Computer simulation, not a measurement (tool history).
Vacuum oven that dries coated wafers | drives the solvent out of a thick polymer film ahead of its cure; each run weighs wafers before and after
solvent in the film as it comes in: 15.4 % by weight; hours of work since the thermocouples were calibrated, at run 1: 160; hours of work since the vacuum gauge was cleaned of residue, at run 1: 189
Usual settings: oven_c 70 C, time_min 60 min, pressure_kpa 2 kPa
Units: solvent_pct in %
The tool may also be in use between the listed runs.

| run | hour | oven_c | time_min | pressure_kpa | hours of work since the thermocouples were calibrated | hours of work since the vacuum gauge was cleaned of residue | solvent_pct |
|---|---|---|---|---|---|---|---|
| 1 | 0 | 70 | 60 | 2 | 160 | 189 | 2.96 |
| 2 | 8 | 70 | 60 | 2 | 166 | 194 | 3.1 |
| 3 | 21 | 70 | 60 | 2 | 175 | 203 | 2.89 |
| 4 | 33.7 | 70 | 34 | 2 | 184 | 212 | 5.1 |
| 5 | 47.4 | 57 | 34 | 2 | 193 | 222 | 8.25 |
| 6 | 58.1 | 70 | 37 | 2 | 201 | 229 | 4.84 |
| 7 | 68.6 | 70 | 37 | 2 | 208 | 237 | 4.77 |
| 8 | 74.3 | 70 | 37 | 2 | 212 | 241 | 4.68 |
| 9 | 84.5 | 70 | 37 | 2 | 219 | 248 | 4.93 |
| 10 | 96 | 70 | 60 | 2 | 227 | 256 | 3.02 |
| 11 | 109 | 70 | 60 | 2 | 236 | 265 | 2.97 |
| 12 | 118.6 | 70 | 60 | 2 | 243 | 272 | 3.04 |
| 13 | 127.1 | 70 | 60 | 2 | 249 | 277 | 3.11 |
| 14 | 133 | 70 | 60 | 3.64 | 253 | 282 | 3.85 |
| 15 | 139.7 | 70 | 60 | 3.64 | 258 | 286 | 3.9 |
| 16 | 153.1 | 70 | 60 | 3.64 | 267 | 296 | 3.89 |
| 17 | 165.2 | 70 | 60 | 3.64 | 276 | 304 | 3.97 |
| 18 | 171.1 | 70 | 60 | 3.64 | 280 | 308 | 3.92 |
| 19 | 182.8 | 70 | 66 | 2 | 288 | 316 | 2.79 |
| 20 | 190.6 | 70 | 66 | 2 | 294 | 322 | 2.77 |
| 21 | 200 | 70 | 66 | 2 | 300 | 328 | 2.75 |
| 22 | 207.9 | 70 | 60 | 2 | 306 | 334 | 3 |
| 23 | 214.3 | 70 | 60 | 2 | 310 | 338 | 2.93 |
| 24 | 222.4 | 70 | 41 | 2 | 316 | 344 | 4.5 |
| 25 | 231 | 63 | 37 | 2 | 322 | 350 | 6.63 |
| 26 | 241.7 | 74 | 41 | 1.02 | 329 | 358 | 3.15 |
| 27 | 248.3 | 74 | 59 | 1.15 | 334 | 362 | 1.97 |
| 28 | 255.9 | 74 | 59 | 1.15 | 339 | 367 | 2.04 |
| 29 | 262.7 | 64 | 78 | 4.66 | 344 | 372 | 5.29 |
| 30 | 274 | 81 | 78 | 4.66 | 352 | 380 | 2.04 |
| 31 | 281.2 | 81 | 78 | 4.66 | 357 | 385 | 2.09 |
| 32 | 294.9 | 81 | 78 | 4.66 | 366 | 395 | 2.22 |
| 33 | 308.5 | 56 | 37 | 4.66 | 376 | 404 | 9.9 |
| 34 | 319 | 60 | 48 | 6.24 | 383 | 412 | 8.9 |
| 35 | 329.9 | 56 | 60 | 2.56 | 391 | 419 | 6.76 |
| 36 | 341.9 | 82 | 60 | 1.7 | 399 | 428 | 1.21 |
| 37 | 348.3 | 60 | 43 | 1.72 | 404 | 432 | 6.43 |
| 38 | 362.2 | 81 | 35 | 3.77 | 413 | 442 | 3.48 |
| 39 | 374.3 | 60 | 63 | 1.87 | 422 | 450 | 5.11 |
| 40 | 387.2 | 60 | 63 | 1.12 | 431 | 459 | 4.53 |
| 41 | 399.5 | 60 | 81 | 2.19 | 439 | 468 | 4.42 |
| 42 | 411.6 | 60 | 81 | 2.19 | 448 | 476 | 4.45 |
| 43 | 419.7 | 69 | 41 | 2.06 | 454 | 482 | 4.78 |
| 44 | 428.6 | 69 | 41 | 2.06 | 460 | 488 | 4.72 |
| 45 | 436.2 | 69 | 41 | 2.06 | 465 | 493 | 4.67 |
| 46 | 446.4 | 69 | 41 | 2.06 | 472 | 501 | 4.87 |
| 47 | 452.3 | 69 | 41 | 2.06 | 476 | 505 | 4.74 |

Some steps in solvent_pct between neighbouring runs. How much of each would the tool show without its hidden state too (settings, what came in, random variation), and how much is left for the hidden state, with any gauge scatter that isn't in both results?
The hidden state here: true wafer temperature over the reading, C; true pressure over the reading, kPa; drift of the gauge itself on solvent_pct, %.
Run 32 -> 33: oven_c 81 -> 56, time_min 78 -> 37. solvent_pct +7.68 %: hidden state +0.1, all else +7.58.
Run 35 -> 36: oven_c 56 -> 82, pressure_kpa 2.56 -> 1.7. solvent_pct -5.55 %: hidden state -0.12, all else -5.43.
Run 36 -> 37: oven_c 82 -> 60, time_min 60 -> 43, pressure_kpa 1.7 -> 1.72. solvent_pct +5.22 %: hidden state +0.09, all else +5.13.
Run 38 -> 39: oven_c 81 -> 60, time_min 35 -> 63, pressure_kpa 3.77 -> 1.87. solvent_pct +1.63 %: hidden state +0.1, all else +1.53.
